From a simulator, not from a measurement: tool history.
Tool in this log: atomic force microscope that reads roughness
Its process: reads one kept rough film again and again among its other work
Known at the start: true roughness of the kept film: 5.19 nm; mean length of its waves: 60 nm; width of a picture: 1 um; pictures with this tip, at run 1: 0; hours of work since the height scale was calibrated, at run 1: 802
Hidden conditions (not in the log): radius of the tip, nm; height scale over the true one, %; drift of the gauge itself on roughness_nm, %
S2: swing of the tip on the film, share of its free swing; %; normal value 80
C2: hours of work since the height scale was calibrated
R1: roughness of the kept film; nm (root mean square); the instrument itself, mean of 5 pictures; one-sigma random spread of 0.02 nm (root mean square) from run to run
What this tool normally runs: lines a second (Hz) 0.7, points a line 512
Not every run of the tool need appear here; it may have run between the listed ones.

run 1 hour=0 | lines_a_second_(Hz)=0.7 S2=80 points_a_line=512 | pictures_with_this_tip=0 C2=802 | R1=4.838
run 2 hour=21 | lines_a_second_(Hz)=0.7 S2=80 points_a_line=512 | pictures_with_this_tip=30 C2=813 | R1=4.57
-- hour=46.5 new tip fitted
run 3 hour=46.5 | lines_a_second_(Hz)=0.7 S2=80 points_a_line=512 | pictures_with_this_tip=0 C2=826 | R1=4.803
run 4 hour=79.7 | lines_a_second_(Hz)=0.7 S2=80 points_a_line=512 | pictures_with_this_tip=46 C2=843 | R1=4.455
-- hour=94.5 new tip fitted
run 5 hour=123 | lines_a_second_(Hz)=0.7 S2=80 points_a_line=512 | pictures_with_this_tip=40 C2=866 | R1=4.541
-- hour=140.2 new tip fitted
run 6 hour=157.5 | lines_a_second_(Hz)=0.7 S2=80 points_a_line=512 | pictures_with_this_tip=24 C2=883 | R1=4.666
-- hour=187.3 new tip fitted
run 7 hour=193.7 | lines_a_second_(Hz)=1.536 S2=80 points_a_line=512 | pictures_with_this_tip=8 C2=902 | R1=4.581
run 8 hour=217.9 | lines_a_second_(Hz)=0.675 S2=80 points_a_line=512 | pictures_with_this_tip=42 C2=915 | R1=4.506
-- hour=236.1 new tip fitted
run 9 hour=255.2 | lines_a_second_(Hz)=0.675 S2=80 points_a_line=512 | pictures_with_this_tip=26 C2=934 | R1=4.592
-- hour=285.5 new tip fitted
run 10 hour=288.9 | lines_a_second_(Hz)=0.7 S2=60 points_a_line=512 | pictures_with_this_tip=5 C2=951 | R1=4.892
-- hour=331.9 new tip fitted
run 11 hour=334.5 | lines_a_second_(Hz)=0.7 S2=60 points_a_line=512 | pictures_with_this_tip=4 C2=975 | R1=4.908
run 12 hour=369 | lines_a_second_(Hz)=0.7 S2=60 points_a_line=512 | pictures_with_this_tip=52 C2=993 | R1=4.563
-- hour=377.8 new tip fitted
run 13 hour=408.4 | lines_a_second_(Hz)=0.839 S2=61 points_a_line=981 | pictures_with_this_tip=42 C2=1013 | R1=4.623
-- hour=426.6 new tip fitted
run 14 hour=453.4 | lines_a_second_(Hz)=2.562 S2=61 points_a_line=981 | pictures_with_this_tip=37 C2=1036 | R1=4.519
-- hour=473.8 new tip fitted
run 15 hour=476.9 | lines_a_second_(Hz)=0.7 S2=66 points_a_line=490 | pictures_with_this_tip=4 C2=1048 | R1=4.838
-- hour=522.1 new tip fitted
run 16 hour=524.8 | lines_a_second_(Hz)=0.7 S2=66 points_a_line=490 | pictures_with_this_tip=4 C2=1073 | R1=4.841
run 17 hour=565.4 | lines_a_second_(Hz)=0.7 S2=70 points_a_line=490 | pictures_with_this_tip=60 C2=1094 | R1=4.438
-- hour=570.4 new tip fitted
run 18 hour=600.7 | lines_a_second_(Hz)=0.7 S2=80 points_a_line=757 | pictures_with_this_tip=43 C2=1112 | R1=4.508
-- hour=616.5 new tip fitted
run 19 hour=648.8 | lines_a_second_(Hz)=2.127 S2=57 points_a_line=265 | pictures_with_this_tip=45 C2=1137 | R1=4.496
-- hour=662.6 new tip fitted
run 20 hour=697.2 | lines_a_second_(Hz)=0.806 S2=58 points_a_line=929 | pictures_with_this_tip=48 C2=1162 | R1=4.613
-- hour=709.5 new tip fitted
run 21 hour=748.4 | lines_a_second_(Hz)=0.7 S2=74 points_a_line=917 | pictures_with_this_tip=54 C2=1189 | R1=4.45
-- hour=756.7 new tip fitted
run 22 hour=796.4 | lines_a_second_(Hz)=2.645 S2=79 points_a_line=512 | pictures_with_this_tip=55 C2=1213 | R1=4.075
-- hour=805.8 new tip fitted
-- hour=817 height scale calibrated on a step standard
run 23 hour=829.3 | lines_a_second_(Hz)=2.645 S2=79 points_a_line=512 | pictures_with_this_tip=31 C2=6 | R1=4.303

Describe how what the log doesn't record of the tool's condition differs between the last listed run preceding each entry between runs and the first listed run following it.
Logged between run 2 and run 3: new tip fitted (hour 46.5)
  radius of the tip, nm: 13.6 -> 5.1; height scale over the true one, %: -1.13 -> -1.14
  difference, measured minus the result without the unlogged condition, R1: -0.272 -> -0.059 nm (root mean square)
Logged between run 4 and run 5: new tip fitted (hour 94.5)
  radius of the tip, nm: 19.1 -> 16; height scale over the true one, %: -1.17 -> -1.2
  difference, measured minus the result without the unlogged condition, R1: -0.405 -> -0.334 nm (root mean square)
Logged between run 5 and run 6: new tip fitted (hour 140.2)
  radius of the tip, nm: 16 -> 11.6; height scale over the true one, %: -1.2 -> -1.23
  difference, measured minus the result without the unlogged condition, R1: -0.334 -> -0.232 nm (root mean square)
Logged between run 6 and run 7: new tip fitted (hour 187.3)
  radius of the tip, nm: 11.6 -> 7.6; height scale over the true one, %: -1.23 -> -1.26
  difference, measured minus the result without the unlogged condition, R1: -0.232 -> -0.126 nm (root mean square)
Logged between run 8 and run 9: new tip fitted (hour 236.1)
  radius of the tip, nm: 17.2 -> 12.7; height scale over the true one, %: -1.28 -> -1.31
  difference, measured minus the result without the unlogged condition, R1: -0.365 -> -0.261 nm (root mean square)
Logged between run 9 and run 10: new tip fitted (hour 285.5)
  radius of the tip, nm: 12.7 -> 7.2; height scale over the true one, %: -1.31 -> -1.34
  difference, measured minus the result without the unlogged condition, R1: -0.261 -> -0.126 nm (root mean square)
Logged between run 10 and run 11: new tip fitted (hour 331.9)
  radius of the tip, nm: 7.2 -> 5.9; height scale over the true one, %: -1.34 -> -1.37
  difference, measured minus the result without the unlogged condition, R1: -0.126 -> -0.092 nm (root mean square)
Logged between run 12 and run 13: new tip fitted (hour 377.8)
  radius of the tip, nm: 18.4 -> 15.8; height scale over the true one, %: -1.4 -> -1.43
  difference, measured minus the result without the unlogged condition, R1: -0.407 -> -0.348 nm (root mean square)
Logged between run 13 and run 14: new tip fitted (hour 426.6)
  radius of the tip, nm: 15.8 -> 15.3; height scale over the true one, %: -1.43 -> -1.47
  difference, measured minus the result without the unlogged condition, R1: -0.348 -> -0.328 nm (root mean square)
Logged between run 14 and run 15: new tip fitted (hour 473.8)
  radius of the tip, nm: 15.3 -> 6.3; height scale over the true one, %: -1.47 -> -1.49
  difference, measured minus the result without the unlogged condition, R1: -0.328 -> -0.108 nm (root mean square)
Logged between run 15 and run 16: new tip fitted (hour 522.1)
  radius of the tip, nm: 6.3 -> 6.2; height scale over the true one, %: -1.49 -> -1.53
  difference, measured minus the result without the unlogged condition, R1: -0.108 -> -0.109 nm (root mean square)
Logged between run 17 and run 18: new tip fitted (hour 570.4)
  radius of the tip, nm: 22.5 -> 17.2; height scale over the true one, %: -1.56 -> -1.59
  difference, measured minus the result without the unlogged condition, R1: -0.507 -> -0.383 nm (root mean square)
Logged between run 18 and run 19: new tip fitted (hour 616.5)
  radius of the tip, nm: 17.2 -> 17.5; height scale over the true one, %: -1.59 -> -1.63
  difference, measured minus the result without the unlogged condition, R1: -0.383 -> -0.39 nm (root mean square)
Logged between run 19 and run 20: new tip fitted (hour 662.6)
  radius of the tip, nm: 17.5 -> 17.8; height scale over the true one, %: -1.63 -> -1.66
  difference, measured minus the result without the unlogged condition, R1: -0.39 -> -0.409 nm (root mean square)
Logged between run 20 and run 21: new tip fitted (hour 709.5)
  radius of the tip, nm: 17.8 -> 20.5; height scale over the true one, %: -1.66 -> -1.7
  difference, measured minus the result without the unlogged condition, R1: -0.409 -> -0.467 nm (root mean square)
Logged between run 21 and run 22: new tip fitted (hour 756.7)
  radius of the tip, nm: 20.5 -> 20; height scale over the true one, %: -1.7 -> -1.74
  difference, measured minus the result without the unlogged condition, R1: -0.467 -> -0.416 nm (root mean square)
Logged between run 22 and run 23: new tip fitted (hour 805.8); height scale calibrated on a step standard (hour 817)
  radius of the tip, nm: 20 -> 14.3; height scale over the true one, %: -1.74 -> -0.03
  difference, measured minus the result without the unlogged condition, R1: -0.416 -> -0.221 nm (root mean square)
